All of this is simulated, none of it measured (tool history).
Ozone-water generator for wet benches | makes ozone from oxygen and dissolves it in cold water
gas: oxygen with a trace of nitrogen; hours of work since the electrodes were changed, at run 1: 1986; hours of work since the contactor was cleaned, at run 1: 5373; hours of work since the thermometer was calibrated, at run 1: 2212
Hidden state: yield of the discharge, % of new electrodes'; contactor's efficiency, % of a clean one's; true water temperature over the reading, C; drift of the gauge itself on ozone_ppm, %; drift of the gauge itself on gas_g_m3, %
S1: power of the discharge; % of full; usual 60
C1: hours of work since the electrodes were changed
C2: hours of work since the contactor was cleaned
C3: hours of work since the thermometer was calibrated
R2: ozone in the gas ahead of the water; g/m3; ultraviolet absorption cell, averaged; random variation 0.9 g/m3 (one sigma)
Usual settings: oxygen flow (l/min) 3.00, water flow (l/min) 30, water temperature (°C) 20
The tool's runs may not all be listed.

run 1 hour=0.0 | S1=60 oxygen_flow_(l/min)=3.00 water_flow_(l/min)=30 water_temperature_(°C)=20 | C1=1986 C2=5373 C3=2212 | dissolved_ozone_(ppm)=9.15 R2=147.1
run 2 hour=162.4 | S1=42 oxygen_flow_(l/min)=3.00 water_flow_(l/min)=30 water_temperature_(°C)=20 | C1=2120 C2=5507 C3=2346 | dissolved_ozone_(ppm)=7.30 R2=117.9
run 3 hour=282.0 | S1=42 oxygen_flow_(l/min)=3.00 water_flow_(l/min)=30 water_temperature_(°C)=20 | C1=2219 C2=5606 C3=2445 | dissolved_ozone_(ppm)=7.27 R2=117.2
run 4 hour=432.1 | S1=42 oxygen_flow_(l/min)=3.00 water_flow_(l/min)=30 water_temperature_(°C)=20 | C1=2343 C2=5731 C3=2569 | dissolved_ozone_(ppm)=7.23 R2=119.8
run 5 hour=551.8 | S1=42 oxygen_flow_(l/min)=3.00 water_flow_(l/min)=30 water_temperature_(°C)=20 | C1=2442 C2=5830 C3=2668 | dissolved_ozone_(ppm)=7.47 R2=118.8
run 6 hour=640.9 | S1=42 oxygen_flow_(l/min)=3.00 water_flow_(l/min)=30 water_temperature_(°C)=20 | C1=2516 C2=5903 C3=2742 | dissolved_ozone_(ppm)=7.45 R2=118.3
run 7 hour=820.8 | S1=60 oxygen_flow_(l/min)=3.00 water_flow_(l/min)=30 water_temperature_(°C)=20 | C1=2665 C2=6052 C3=2891 | dissolved_ozone_(ppm)=9.12 R2=146.1
-- hour=841.4 contactor cleaned
run 8 hour=967.8 | S1=60 oxygen_flow_(l/min)=3.00 water_flow_(l/min)=30 water_temperature_(°C)=13 | C1=2783 C2=105 C3=3009 | dissolved_ozone_(ppm)=9.35 R2=147.7
run 9 hour=1156.1 | S1=60 oxygen_flow_(l/min)=3.00 water_flow_(l/min)=30 water_temperature_(°C)=13 | C1=2939 C2=260 C3=3165 | dissolved_ozone_(ppm)=9.39 R2=146.2
run 10 hour=1325.3 | S1=60 oxygen_flow_(l/min)=3.00 water_flow_(l/min)=30 water_temperature_(°C)=13 | C1=3079 C2=400 C3=3305 | dissolved_ozone_(ppm)=9.46 R2=145.2
run 11 hour=1482.5 | S1=46 oxygen_flow_(l/min)=3.00 water_flow_(l/min)=30 water_temperature_(°C)=20 | C1=3209 C2=531 C3=3435 | dissolved_ozone_(ppm)=7.66 R2=125.6
run 12 hour=1613.8 | S1=60 oxygen_flow_(l/min)=3.00 water_flow_(l/min)=30 water_temperature_(°C)=24 | C1=3318 C2=639 C3=3544 | dissolved_ozone_(ppm)=8.66 R2=144.6
run 13 hour=1719.8 | S1=60 oxygen_flow_(l/min)=3.00 water_flow_(l/min)=30 water_temperature_(°C)=24 | C1=3406 C2=727 C3=3631 | dissolved_ozone_(ppm)=8.64 R2=145.9
-- hour=1876.1 contactor cleaned, once more
run 14 hour=1891.8 | S1=60 oxygen_flow_(l/min)=3.00 water_flow_(l/min)=30 water_temperature_(°C)=24 | C1=3545 C2=13 C3=3770 | dissolved_ozone_(ppm)=8.90 R2=147.1
run 15 hour=2008.4 | S1=60 oxygen_flow_(l/min)=1.80 water_flow_(l/min)=30 water_temperature_(°C)=12 | C1=3641 C2=109 C3=3867 | dissolved_ozone_(ppm)=8.16 R2=187.8
run 16 hour=2186.7 | S1=48 oxygen_flow_(l/min)=1.80 water_flow_(l/min)=30 water_temperature_(°C)=12 | C1=3789 C2=257 C3=4015 | dissolved_ozone_(ppm)=7.21 R2=164.8
run 17 hour=2373.8 | S1=48 oxygen_flow_(l/min)=1.80 water_flow_(l/min)=30 water_temperature_(°C)=12 | C1=3944 C2=412 C3=4169 | dissolved_ozone_(ppm)=7.31 R2=162.3
run 18 hour=2517.3 | S1=60 oxygen_flow_(l/min)=1.66 water_flow_(l/min)=33 water_temperature_(°C)=20 | C1=4062 C2=531 C3=4288 | dissolved_ozone_(ppm)=6.98 R2=194.3
run 19 hour=2658.8 | S1=60 oxygen_flow_(l/min)=1.66 water_flow_(l/min)=33 water_temperature_(°C)=20 | C1=4179 C2=648 C3=4405 | dissolved_ozone_(ppm)=7.00 R2=194.4

Run 20 comes next. What will it give?
run 20 hour=2806.4 | S1=86 oxygen_flow_(l/min)=3.00 water_flow_(l/min)=47 water_temperature_(°C)=20 | C1=4302 C2=770 C3=4527 | dissolved_ozone_(ppm)=? R2=?

dissolved ozone (ppm): 6.94
R2: 179.8 g/m3
Without the tool's hidden state the same run would have given dissolved ozone (ppm) 7.38, R2 188.3 g/m3.
